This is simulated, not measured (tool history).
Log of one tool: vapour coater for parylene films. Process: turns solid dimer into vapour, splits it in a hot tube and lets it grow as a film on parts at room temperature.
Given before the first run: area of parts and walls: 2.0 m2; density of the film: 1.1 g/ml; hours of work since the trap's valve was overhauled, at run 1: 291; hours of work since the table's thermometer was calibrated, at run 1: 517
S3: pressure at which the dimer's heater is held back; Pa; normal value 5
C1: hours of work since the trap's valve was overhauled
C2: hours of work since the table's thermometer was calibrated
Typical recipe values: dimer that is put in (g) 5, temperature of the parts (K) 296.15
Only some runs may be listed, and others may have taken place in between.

Run 1, hour 0: usual settings; C1 291; C2 517. Result: thickness of the film (nm) 1500.
Run 2, hour 66.5: usual settings; C1 343; C2 570. Result: thickness of the film (nm) 1510.
At hour 83.8: trap's valve overhauled.
Run 3, hour 107.6: usual settings; C1 19; C2 599. Result: thickness of the film (nm) 1730.
Run 4, hour 174.6: usual settings; C1 72; C2 652. Result: thickness of the film (nm) 1690.
Run 5, hour 226.1: usual settings; C1 112; C2 692. Result: thickness of the film (nm) 1650.
Run 6, hour 290.2: usual settings; C1 163; C2 743. Result: thickness of the film (nm) 1620.
Run 7, hour 326.1: usual settings; C1 191; C2 771. Result: thickness of the film (nm) 1660.
Run 8, hour 355.4: usual settings; C1 214; C2 794. Result: thickness of the film (nm) 1600.
Run 9, hour 389: usual settings but dimer that is put in (g) 8, S3 3.95 Pa; C1 240; C2 820. Result: thickness of the film (nm) 2580.
Run 10, hour 454.2: usual settings but dimer that is put in (g) 2, temperature of the parts (K) 294.15, S3 3.83 Pa; C1 292; C2 872. Result: thickness of the film (nm) 690.
Run 11, hour 518.9: usual settings but dimer that is put in (g) 2, temperature of the parts (K) 294.15, S3 3.83 Pa; C1 343; C2 923. Result: thickness of the film (nm) 630.
At hour 535.7: trap's valve overhauled.
Run 12, hour 580.4: usual settings but dimer that is put in (g) 8, temperature of the parts (K) 290.15, S3 3.81 Pa; C1 35; C2 968. Result: thickness of the film (nm) 3240.

Predict each of these 5 candidate next runs independently; none follows another, all start after run 12:
Run A, hour 642.2: usual settings but dimer that is put in (g) 7; C1 84; C2 1017. Result: thickness of the film (nm) ?.
Run B, hour 642.2: usual settings but dimer that is put in (g) 7, temperature of the parts (K) 293.15, S3 8.7 Pa; C1 84; C2 1017. Result: thickness of the film (nm) ?.
Run C, hour 642.2: usual settings; C1 84; C2 1017. Result: thickness of the film (nm) ?.
Run D, hour 642.2: usual settings but dimer that is put in (g) 2, temperature of the parts (K) 298.15, S3 8.35 Pa; C1 84; C2 1017. Result: thickness of the film (nm) ?.
Run E, hour 642.2: usual settings but dimer that is put in (g) 4, temperature of the parts (K) 307.15, S3 3.45 Pa; C1 84; C2 1017. Result: thickness of the film (nm) ?.

run  thickness of the film (nm)
  A                        2390
  B                        2500
  C                        1690
  D                         690
  E                        1100
What these runs would have given with no unlogged condition in the tool:
run  thickness of the film (nm)
  A                        2430
  B                        2550
  C                        1720
  D                         700
  E                        1120

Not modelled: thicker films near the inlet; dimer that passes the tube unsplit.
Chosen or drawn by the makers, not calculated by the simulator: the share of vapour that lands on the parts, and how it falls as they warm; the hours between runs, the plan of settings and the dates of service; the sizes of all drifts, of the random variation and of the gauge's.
